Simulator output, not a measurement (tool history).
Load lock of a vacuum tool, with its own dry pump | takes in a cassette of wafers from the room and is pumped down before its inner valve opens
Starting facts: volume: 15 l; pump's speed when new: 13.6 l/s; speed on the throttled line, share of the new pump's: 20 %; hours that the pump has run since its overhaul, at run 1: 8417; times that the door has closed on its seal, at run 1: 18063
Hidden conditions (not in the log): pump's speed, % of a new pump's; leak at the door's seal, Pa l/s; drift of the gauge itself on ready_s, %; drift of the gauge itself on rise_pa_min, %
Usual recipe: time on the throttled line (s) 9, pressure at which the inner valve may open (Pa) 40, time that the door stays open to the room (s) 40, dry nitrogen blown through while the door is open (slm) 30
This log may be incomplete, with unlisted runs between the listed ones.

run    hour  time on the throttled line (s)  pressure at which the inner valve may open (Pa)  time that the door stays open to the room (s)  dry nitrogen blown through while the door is open (slm)  hours that the pump has run since its overhaul  times that the door has closed on its seal  incoming humidity of the room's air, %  time from the closed door until the inner valve may open (s)  rise of the pressure with all valves shut (Pa/min)
  1     0.0                               9                                               40                                             40                                                       30                                            8417                                       18063                                    45.3                                                          16.0                                               0.038
  2   378.1                               9                                               40                                             40                                                        5                                            8795                                       18510                                    47.5                                                          16.0                                               0.056
  3   712.7                               9                                               40                                             40                                                        5                                            9130                                       18905                                    47.8                                                          15.8                                               0.049
  4   946.4                               9                                               40                                             40                                                        5                                            9364                                       19181                                    50.3                                                          15.8                                               0.060
  5  1206.9                               9                                               40                                             40                                                       30                                            9624                                       19489                                    46.6                                                          15.9                                               0.044
  6  1417.6                               9                                               40                                            118                                                       30                                            9835                                       19737                                    48.8                                                          15.8                                               0.066
  7  1615.2                               9                                               40                                            118                                                       30                                           10032                                       19971                                    45.3                                                          15.8                                               0.066
  8  1820.8                               9                                               40                                            123                                                       30                                           10238                                       20214                                    46.0                                                          16.1                                               0.069
  9  2061.7                               9                                               40                                             40                                                       30                                           10479                                       20498                                    39.8                                                          16.0                                               0.032
 10  2383.9                               6                                               40                                             40                                                       30                                           10801                                       20879                                    46.4                                                          13.4                                               0.042
 11  2712.9                               9                                               40                                             40                                                       30                                           11130                                       21267                                    43.8                                                          15.9                                               0.037
 12  3132.2                               9                                               78                                             40                                                       30                                           11549                                       21763                                    42.5                                                          15.0                                               0.036
 13  3374.9                               9                                               40                                             40                                                        5                                           11792                                       22049                                    43.3                                                          15.9                                               0.052
 14  3652.5                              14                                               56                                            146                                                       13                                           12070                                       22377                                    44.0                                                          19.5                                               0.096
 15  3877.2                              14                                               56                                            146                                                       13                                           12294                                       22643                                    40.4                                                          19.5                                               0.086
 16  4252.7                              14                                               56                                             43                                                        9                                           12670                                       23086                                    44.8                                                          19.5                                               0.051
 17  4493.7                               6                                               40                                             28                                                        8                                           12911                                       23371                                    44.6                                                          13.5                                               0.045
 18  4840.2                              15                                               60                                             40                                                        9                                           13257                                       23780                                    47.4                                                          20.2                                               0.049
 19  5256.0                              15                                               29                                            158                                                       30                                           13673                                       24271                                    42.4                                                          21.0                                               0.078
 20  5617.3                              13                                               29                                            158                                                       25                                           14034                                       24698                                    45.3                                                          19.3                                               0.076
     5753.4  -- dry pump taken out, an overhauled one fitted
 21  5875.6                               4                                               35                                            158                                                       25                                             122                                       24996                                    44.2                                                          11.9                                               0.084

Predict each of these 3 candidate next runs independently; none follows another, all start after run 21:
  A  6098.4                               7                                               65                                            158                                                       23                                             345                                       25259                                    46.1                                                             ?                                                   ?
  B  6098.4                              10                                               40                                             76                                                       30                                             345                                       25259                                    44.9                                                             ?                                                   ?
  C  6098.4                              18                                               35                                            158                                                       25                                             345                                       25259                                    48.5                                                             ?                                                   ?

run  time from the closed door until the inner valve may open (s)  rise of the pressure with all valves shut (Pa/min)
  A                                                          13.7                                               0.089
  B                                                          16.5                                               0.046
  C                                                          23.2                                               0.088
The same runs, with their run-to-run variation unchanged, on a tool lacking any hidden condition would have given:
run  time from the closed door until the inner valve may open (s)  rise of the pressure with all valves shut (Pa/min)
  A                                                          13.7                                               0.088
  B                                                          16.5                                               0.045
  C                                                          23.2                                               0.087
